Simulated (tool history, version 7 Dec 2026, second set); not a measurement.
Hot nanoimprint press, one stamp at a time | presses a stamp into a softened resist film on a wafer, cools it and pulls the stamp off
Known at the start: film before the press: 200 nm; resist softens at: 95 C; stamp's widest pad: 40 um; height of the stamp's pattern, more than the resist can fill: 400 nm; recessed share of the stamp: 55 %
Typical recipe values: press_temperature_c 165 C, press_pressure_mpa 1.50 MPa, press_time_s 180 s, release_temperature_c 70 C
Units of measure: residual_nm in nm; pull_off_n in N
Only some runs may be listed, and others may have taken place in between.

{"run": 1, "hour": 0.0, "press_temperature_c": 165, "press_pressure_mpa": 1.5, "press_time_s": 180, "release_temperature_c": 70, "residual_nm": 86.7, "pull_off_n": 170}
{"run": 2, "hour": 8.9, "press_temperature_c": 165, "press_pressure_mpa": 1.5, "press_time_s": 180, "release_temperature_c": 75, "residual_nm": 88.7, "pull_off_n": 167}
{"run": 3, "hour": 21.4, "press_temperature_c": 165, "press_pressure_mpa": 1.5, "press_time_s": 180, "release_temperature_c": 75, "residual_nm": 87.1, "pull_off_n": 166}
{"run": 4, "hour": 40.5, "press_temperature_c": 165, "press_pressure_mpa": 1.5, "press_time_s": 182, "release_temperature_c": 70, "residual_nm": 86.6, "pull_off_n": 177}
{"run": 5, "hour": 54.2, "press_temperature_c": 165, "press_pressure_mpa": 1.5, "press_time_s": 182, "release_temperature_c": 70, "residual_nm": 87.4, "pull_off_n": 180}
{"run": 6, "hour": 73.5, "press_temperature_c": 165, "press_pressure_mpa": 1.5, "press_time_s": 180, "release_temperature_c": 67, "residual_nm": 86.6, "pull_off_n": 189}
{"run": 7, "hour": 86.2, "press_temperature_c": 165, "press_pressure_mpa": 1.5, "press_time_s": 180, "release_temperature_c": 70, "residual_nm": 88.1, "pull_off_n": 182}
{"run": 8, "hour": 102.4, "press_temperature_c": 165, "press_pressure_mpa": 1.5, "press_time_s": 180, "release_temperature_c": 70, "residual_nm": 86.5, "pull_off_n": 184}
{"run": 9, "hour": 114.3, "press_temperature_c": 165, "press_pressure_mpa": 1.5, "press_time_s": 180, "release_temperature_c": 70, "residual_nm": 87.4, "pull_off_n": 186}
{"run": 10, "hour": 127.5, "press_temperature_c": 165, "press_pressure_mpa": 1.5, "press_time_s": 180, "release_temperature_c": 70, "residual_nm": 87.9, "pull_off_n": 191}
{"run": 11, "hour": 141.2, "press_temperature_c": 165, "press_pressure_mpa": 1.5, "press_time_s": 180, "release_temperature_c": 70, "residual_nm": 88.7, "pull_off_n": 192}
{"run": 12, "hour": 154.5, "press_temperature_c": 165, "press_pressure_mpa": 2.26, "press_time_s": 180, "release_temperature_c": 70, "residual_nm": 70.2, "pull_off_n": 193}
{"run": 13, "hour": 170.4, "press_temperature_c": 165, "press_pressure_mpa": 2.26, "press_time_s": 180, "release_temperature_c": 70, "residual_nm": 69.3, "pull_off_n": 190}
{"run": 14, "hour": 183.0, "press_temperature_c": 165, "press_pressure_mpa": 2.26, "press_time_s": 180, "release_temperature_c": 70, "residual_nm": 69.8, "pull_off_n": 200}
{"hour": 187.7, "done": "plate thermocouple calibrated"}
{"run": 15, "hour": 194.9, "press_temperature_c": 165, "press_pressure_mpa": 1.5, "press_time_s": 180, "release_temperature_c": 70, "residual_nm": 89.4, "pull_off_n": 204}
{"run": 16, "hour": 212.5, "press_temperature_c": 165, "press_pressure_mpa": 1.01, "press_time_s": 207, "release_temperature_c": 78, "residual_nm": 105.5, "pull_off_n": 178}
{"run": 17, "hour": 224.3, "press_temperature_c": 165, "press_pressure_mpa": 1.48, "press_time_s": 207, "release_temperature_c": 75, "residual_nm": 86.4, "pull_off_n": 184}
{"run": 18, "hour": 241.4, "press_temperature_c": 162, "press_pressure_mpa": 1.08, "press_time_s": 351, "release_temperature_c": 57, "residual_nm": 96.2, "pull_off_n": 228}
{"run": 19, "hour": 249.3, "press_temperature_c": 162, "press_pressure_mpa": 1.08, "press_time_s": 351, "release_temperature_c": 57, "residual_nm": 95.5, "pull_off_n": 231}
{"hour": 262.4, "done": "plate thermocouple calibrated, once more"}
{"run": 20, "hour": 269.9, "press_temperature_c": 162, "press_pressure_mpa": 1.08, "press_time_s": 351, "release_temperature_c": 57, "residual_nm": 90.7, "pull_off_n": 240}

Run 21 is up next; what results do you expect?
{"run": 21, "hour": 284.9, "press_temperature_c": 162, "press_pressure_mpa": 1.08, "press_time_s": 351, "release_temperature_c": 57, "residual_nm": "?", "pull_off_n": "?"}

Run 21 came out at residual_nm 91.4 nm, pull_off_n 237 N.
Were there no unlogged condition in the tool, this run, its random variation unchanged, would have produced residual_nm 89.9 nm, pull_off_n 190 N.
